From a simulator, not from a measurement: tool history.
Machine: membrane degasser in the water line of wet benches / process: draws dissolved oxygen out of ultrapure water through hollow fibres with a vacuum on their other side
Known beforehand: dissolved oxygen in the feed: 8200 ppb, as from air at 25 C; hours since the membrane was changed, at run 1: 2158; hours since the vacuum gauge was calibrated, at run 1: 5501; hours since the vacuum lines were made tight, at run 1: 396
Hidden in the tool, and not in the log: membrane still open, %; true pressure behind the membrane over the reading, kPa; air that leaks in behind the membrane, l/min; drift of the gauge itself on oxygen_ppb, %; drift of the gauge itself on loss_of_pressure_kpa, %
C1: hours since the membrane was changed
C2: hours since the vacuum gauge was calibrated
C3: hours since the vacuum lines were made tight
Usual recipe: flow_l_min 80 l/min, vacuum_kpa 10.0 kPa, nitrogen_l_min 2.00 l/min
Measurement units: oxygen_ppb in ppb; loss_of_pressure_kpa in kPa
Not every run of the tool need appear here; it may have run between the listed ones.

run 1 hour=0.0 | flow_l_min=80 vacuum_kpa=10.0 nitrogen_l_min=2.00 | C1=2158 C2=5501 C3=396 | oxygen_ppb=526.7 loss_of_pressure_kpa=46.54
run 2 hour=36.7 | flow_l_min=80 vacuum_kpa=10.0 nitrogen_l_min=2.00 | C1=2194 C2=5537 C3=433 | oxygen_ppb=522.5 loss_of_pressure_kpa=46.96
run 3 hour=71.8 | flow_l_min=80 vacuum_kpa=10.0 nitrogen_l_min=2.00 | C1=2230 C2=5572 C3=468 | oxygen_ppb=523.9 loss_of_pressure_kpa=46.89
run 4 hour=123.4 | flow_l_min=80 vacuum_kpa=7.8 nitrogen_l_min=2.00 | C1=2281 C2=5624 C3=519 | oxygen_ppb=365.7 loss_of_pressure_kpa=46.67
run 5 hour=184.0 | flow_l_min=80 vacuum_kpa=7.8 nitrogen_l_min=0.91 | C1=2342 C2=5685 C3=580 | oxygen_ppb=628.8 loss_of_pressure_kpa=46.90
run 6 hour=233.8 | flow_l_min=80 vacuum_kpa=7.8 nitrogen_l_min=0.91 | C1=2392 C2=5734 C3=630 | oxygen_ppb=629.2 loss_of_pressure_kpa=46.79
run 7 hour=279.3 | flow_l_min=80 vacuum_kpa=7.8 nitrogen_l_min=0.91 | C1=2437 C2=5780 C3=675 | oxygen_ppb=629.8 loss_of_pressure_kpa=46.69
run 8 hour=343.3 | flow_l_min=107 vacuum_kpa=10.0 nitrogen_l_min=2.00 | C1=2501 C2=5844 C3=739 | oxygen_ppb=670.8 loss_of_pressure_kpa=62.71
run 9 hour=406.8 | flow_l_min=80 vacuum_kpa=10.0 nitrogen_l_min=2.00 | C1=2565 C2=5907 C3=803 | oxygen_ppb=524.3 loss_of_pressure_kpa=46.66
run 10 hour=456.7 | flow_l_min=80 vacuum_kpa=10.0 nitrogen_l_min=2.00 | C1=2614 C2=5957 C3=852 | oxygen_ppb=526.1 loss_of_pressure_kpa=46.84
run 11 hour=487.1 | flow_l_min=80 vacuum_kpa=10.0 nitrogen_l_min=2.00 | C1=2645 C2=5988 C3=883 | oxygen_ppb=526.2 loss_of_pressure_kpa=46.85
run 12 hour=523.8 | flow_l_min=80 vacuum_kpa=10.0 nitrogen_l_min=5.01 | C1=2682 C2=6024 C3=920 | oxygen_ppb=249.8 loss_of_pressure_kpa=46.61
run 13 hour=566.8 | flow_l_min=80 vacuum_kpa=10.0 nitrogen_l_min=5.01 | C1=2725 C2=6067 C3=963 | oxygen_ppb=249.7 loss_of_pressure_kpa=46.69
run 14 hour=620.1 | flow_l_min=80 vacuum_kpa=20.9 nitrogen_l_min=5.01 | C1=2778 C2=6121 C3=1016 | oxygen_ppb=610.2 loss_of_pressure_kpa=46.87
run 15 hour=671.9 | flow_l_min=80 vacuum_kpa=20.9 nitrogen_l_min=5.01 | C1=2830 C2=6172 C3=1068 | oxygen_ppb=609.2 loss_of_pressure_kpa=47.10
run 16 hour=705.1 | flow_l_min=120 vacuum_kpa=7.8 nitrogen_l_min=2.05 | C1=2863 C2=6206 C3=1101 | oxygen_ppb=516.9 loss_of_pressure_kpa=70.35
run 17 hour=770.4 | flow_l_min=120 vacuum_kpa=14.5 nitrogen_l_min=3.58 | C1=2928 C2=6271 C3=1166 | oxygen_ppb=770.5 loss_of_pressure_kpa=69.98
run 18 hour=825.2 | flow_l_min=120 vacuum_kpa=14.5 nitrogen_l_min=3.65 | C1=2983 C2=6326 C3=1221 | oxygen_ppb=757.6 loss_of_pressure_kpa=69.74
run 19 hour=868.7 | flow_l_min=83 vacuum_kpa=8.5 nitrogen_l_min=3.65 | C1=3026 C2=6369 C3=1265 | oxygen_ppb=268.6 loss_of_pressure_kpa=48.42
run 20 hour=930.9 | flow_l_min=83 vacuum_kpa=13.9 nitrogen_l_min=3.65 | C1=3089 C2=6431 C3=1327 | oxygen_ppb=514.6 loss_of_pressure_kpa=48.30
run 21 hour=961.7 | flow_l_min=83 vacuum_kpa=13.9 nitrogen_l_min=3.65 | C1=3119 C2=6462 C3=1357 | oxygen_ppb=515.2 loss_of_pressure_kpa=48.71
run 22 hour=994.3 | flow_l_min=100 vacuum_kpa=10.5 nitrogen_l_min=2.00 | C1=3152 C2=6495 C3=1390 | oxygen_ppb=675.2 loss_of_pressure_kpa=58.67
run 23 hour=1035.9 | flow_l_min=75 vacuum_kpa=10.1 nitrogen_l_min=1.11 | C1=3194 C2=6536 C3=1432 | oxygen_ppb=769.0 loss_of_pressure_kpa=43.63
run 24 hour=1066.1 | flow_l_min=72 vacuum_kpa=6.4 nitrogen_l_min=2.63 | C1=3224 C2=6567 C3=1462 | oxygen_ppb=189.0 loss_of_pressure_kpa=42.07
run 25 hour=1118.0 | flow_l_min=109 vacuum_kpa=10.6 nitrogen_l_min=0.88 | C1=3276 C2=6619 C3=1514 | oxygen_ppb=1208.1 loss_of_pressure_kpa=63.77
run 26 hour=1174.2 | flow_l_min=53 vacuum_kpa=6.1 nitrogen_l_min=1.59 | C1=3332 C2=6675 C3=1570 | oxygen_ppb=197.1 loss_of_pressure_kpa=31.23
run 27 hour=1200.7 | flow_l_min=102 vacuum_kpa=10.0 nitrogen_l_min=3.45 | C1=3358 C2=6701 C3=1596 | oxygen_ppb=432.0 loss_of_pressure_kpa=59.70
run 28 hour=1244.1 | flow_l_min=67 vacuum_kpa=21.9 nitrogen_l_min=5.87 | C1=3402 C2=6745 C3=1640 | oxygen_ppb=476.4 loss_of_pressure_kpa=38.90
run 29 hour=1290.1 | flow_l_min=98 vacuum_kpa=21.6 nitrogen_l_min=4.41 | C1=3448 C2=6791 C3=1686 | oxygen_ppb=842.1 loss_of_pressure_kpa=57.29
run 30 hour=1317.5 | flow_l_min=89 vacuum_kpa=14.6 nitrogen_l_min=3.50 | C1=3475 C2=6818 C3=1713 | oxygen_ppb=600.0 loss_of_pressure_kpa=51.85

Below are 4 alternative next runs, each starting from the tool's condition after run 30. Predict each:
run A hour=1365.2 | flow_l_min=76 vacuum_kpa=17.1 nitrogen_l_min=1.93 | C1=3523 C2=6866 C3=1761 | oxygen_ppb=? loss_of_pressure_kpa=?
run B hour=1365.2 | flow_l_min=80 vacuum_kpa=10.0 nitrogen_l_min=5.90 | C1=3523 C2=6866 C3=1761 | oxygen_ppb=? loss_of_pressure_kpa=?
run C hour=1365.2 | flow_l_min=48 vacuum_kpa=7.7 nitrogen_l_min=0.96 | C1=3523 C2=6866 C3=1761 | oxygen_ppb=? loss_of_pressure_kpa=?
run D hour=1365.2 | flow_l_min=89 vacuum_kpa=20.0 nitrogen_l_min=3.50 | C1=3523 C2=6866 C3=1761 | oxygen_ppb=? loss_of_pressure_kpa=?

run=A oxygen_ppb=999.9 loss_of_pressure_kpa=44.28
run=B oxygen_ppb=218.3 loss_of_pressure_kpa=46.66
run=C oxygen_ppb=412.1 loss_of_pressure_kpa=28.14
run=D oxygen_ppb=855.6 loss_of_pressure_kpa=52.29
Stripped of hidden state, with their random variation kept, the same runs would have yielded:
run=A oxygen_ppb=999.8 loss_of_pressure_kpa=44.27
run=B oxygen_ppb=218.2 loss_of_pressure_kpa=46.65
run=C oxygen_ppb=412.0 loss_of_pressure_kpa=28.13
run=D oxygen_ppb=855.5 loss_of_pressure_kpa=52.28
